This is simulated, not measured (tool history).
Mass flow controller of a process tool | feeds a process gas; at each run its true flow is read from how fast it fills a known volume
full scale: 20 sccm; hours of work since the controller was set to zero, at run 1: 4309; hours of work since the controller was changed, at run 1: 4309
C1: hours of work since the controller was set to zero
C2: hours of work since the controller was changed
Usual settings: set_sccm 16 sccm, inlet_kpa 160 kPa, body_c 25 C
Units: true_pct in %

run 1 day=0 | set_sccm=16 inlet_kpa=160 body_c=25 | C1=4309 C2=4309 | true_pct=98.99
run 2 day=10.95 | set_sccm=16 inlet_kpa=160 body_c=25 | C1=4398 C2=4398 | true_pct=98.94
run 3 day=20.333 | set_sccm=16 inlet_kpa=232 body_c=25 | C1=4475 C2=4475 | true_pct=98.63
run 4 day=27.154 | set_sccm=16 inlet_kpa=232 body_c=25 | C1=4530 C2=4530 | true_pct=98.62
run 5 day=38.717 | set_sccm=8 inlet_kpa=160 body_c=25 | C1=4625 C2=4625 | true_pct=98.55
run 6 day=48.792 | set_sccm=8 inlet_kpa=160 body_c=26 | C1=4707 C2=4707 | true_pct=98.6
run 7 day=61.192 | set_sccm=8 inlet_kpa=160 body_c=26 | C1=4808 C2=4808 | true_pct=98.6
run 8 day=71.821 | set_sccm=16 inlet_kpa=160 body_c=34 | C1=4895 C2=4895 | true_pct=98.6
run 9 day=77.892 | set_sccm=16 inlet_kpa=160 body_c=25 | C1=4945 C2=4945 | true_pct=99.04
run 10 day=89.612 | set_sccm=16 inlet_kpa=160 body_c=25 | C1=5040 C2=5040 | true_pct=98.98
run 11 day=98.875 | set_sccm=16 inlet_kpa=160 body_c=25 | C1=5116 C2=5116 | true_pct=98.99
run 12 day=105.2 | set_sccm=16 inlet_kpa=160 body_c=31 | C1=5168 C2=5168 | true_pct=98.6
run 13 day=113.925 | set_sccm=16 inlet_kpa=160 body_c=25 | C1=5239 C2=5239 | true_pct=98.95
run 14 day=120.196 | set_sccm=16 inlet_kpa=160 body_c=25 | C1=5290 C2=5290 | true_pct=98.97
run 15 day=131.796 | set_sccm=16 inlet_kpa=160 body_c=25 | C1=5385 C2=5385 | true_pct=98.93
run 16 day=137.917 | set_sccm=16 inlet_kpa=160 body_c=34 | C1=5435 C2=5435 | true_pct=98.6
run 17 day=148.688 | set_sccm=16 inlet_kpa=160 body_c=34 | C1=5523 C2=5523 | true_pct=98.5
run 18 day=154.812 | set_sccm=16 inlet_kpa=188 body_c=25 | C1=5573 C2=5573 | true_pct=98.81
run 19 day=161.688 | set_sccm=16 inlet_kpa=188 body_c=25 | C1=5629 C2=5629 | true_pct=98.74
run 20 day=173.117 | set_sccm=16 inlet_kpa=188 body_c=25 | C1=5722 C2=5722 | true_pct=98.8
run 21 day=180.762 | set_sccm=16 inlet_kpa=188 body_c=25 | C1=5784 C2=5784 | true_pct=98.69
run 22 day=187.988 | set_sccm=16 inlet_kpa=171 body_c=25 | C1=5843 C2=5843 | true_pct=98.95
run 23 day=198.4 | set_sccm=16 inlet_kpa=171 body_c=25 | C1=5928 C2=5928 | true_pct=98.9
run 24 day=209.925 | set_sccm=6 inlet_kpa=141 body_c=26 | C1=6023 C2=6023 | true_pct=98.79
run 25 day=216.192 | set_sccm=2 inlet_kpa=168 body_c=28 | C1=6074 C2=6074 | true_pct=102.42
run 26 day=227.329 | set_sccm=6 inlet_kpa=160 body_c=27 | C1=6165 C2=6165 | true_pct=98.79
run 27 day=237.35 | set_sccm=6 inlet_kpa=208 body_c=27 | C1=6246 C2=6246 | true_pct=98.39
run 28 day=251.179 | set_sccm=7 inlet_kpa=160 body_c=25 | C1=6359 C2=6359 | true_pct=98.66
run 29 day=262.142 | set_sccm=11 inlet_kpa=213 body_c=21 | C1=6449 C2=6449 | true_pct=98.46
run 30 day=270.812 | set_sccm=11 inlet_kpa=213 body_c=21 | C1=6520 C2=6520 | true_pct=98.31
run 31 day=285.488 | set_sccm=11 inlet_kpa=213 body_c=21 | C1=6640 C2=6640 | true_pct=98.33
run 32 day=293.796 | set_sccm=15 inlet_kpa=213 body_c=26 | C1=6707 C2=6707 | true_pct=98.24
run 33 day=301.8 | set_sccm=15 inlet_kpa=213 body_c=26 | C1=6773 C2=6773 | true_pct=98.26
run 34 day=308.758 | set_sccm=17 inlet_kpa=220 body_c=21 | C1=6830 C2=6830 | true_pct=98.46
run 35 day=321.767 | set_sccm=17 inlet_kpa=187 body_c=27 | C1=6936 C2=6936 | true_pct=98.52
run 36 day=335.104 | set_sccm=11 inlet_kpa=160 body_c=24 | C1=7045 C2=7045 | true_pct=98.38
run 37 day=349.708 | set_sccm=3 inlet_kpa=214 body_c=25 | C1=7164 C2=7164 | true_pct=100.68
run 38 day=358.95 | set_sccm=14 inlet_kpa=214 body_c=37 | C1=7239 C2=7239 | true_pct=97.54
run 39 day=370.779 | set_sccm=14 inlet_kpa=214 body_c=37 | C1=7336 C2=7336 | true_pct=97.57
run 40 day=384.904 | set_sccm=9 inlet_kpa=171 body_c=31 | C1=7451 C2=7451 | true_pct=98.02
run 41 day=399.383 | set_sccm=9 inlet_kpa=171 body_c=31 | C1=7569 C2=7569 | true_pct=98
run 42 day=410.362 | set_sccm=9 inlet_kpa=171 body_c=31 | C1=7659 C2=7659 | true_pct=97.99

Measured less the same run without the tool's hidden state. The same run-to-run variation is in both; the gauge's scatter may not be:
The hidden state here: flow at rest that the sensor doesn't see, % of full scale; true flow over the shown one, %; drift of the gauge itself on true_pct, %.
run=1 true_pct=-0.63
run=2 true_pct=-0.64
run=3 true_pct=-0.64
run=4 true_pct=-0.66
run=5 true_pct=-0.02
run=6 true_pct=-0.03
run=7 true_pct=-0.03
run=8 true_pct=-0.71
run=9 true_pct=-0.71
run=10 true_pct=-0.73
run=11 true_pct=-0.73
run=12 true_pct=-0.75
run=13 true_pct=-0.75
run=14 true_pct=-0.76
run=15 true_pct=-0.78
run=16 true_pct=-0.78
run=17 true_pct=-0.8
run=18 true_pct=-0.8
run=19 true_pct=-0.81
run=20 true_pct=-0.82
run=21 true_pct=-0.84
run=22 true_pct=-0.84
run=23 true_pct=-0.85
run=24 true_pct=+0.49
run=25 true_pct=+4.9
run=26 true_pct=+0.51
run=27 true_pct=+0.52
run=28 true_pct=+0.2
run=29 true_pct=-0.53
run=30 true_pct=-0.54
run=31 true_pct=-0.55
run=32 true_pct=-0.91
run=33 true_pct=-0.91
run=34 true_pct=-1.04
run=35 true_pct=-1.05
run=36 true_pct=-0.58
run=37 true_pct=+3.13
run=38 true_pct=-0.9
run=39 true_pct=-0.92
run=40 true_pct=-0.3
run=41 true_pct=-0.3
run=42 true_pct=-0.31

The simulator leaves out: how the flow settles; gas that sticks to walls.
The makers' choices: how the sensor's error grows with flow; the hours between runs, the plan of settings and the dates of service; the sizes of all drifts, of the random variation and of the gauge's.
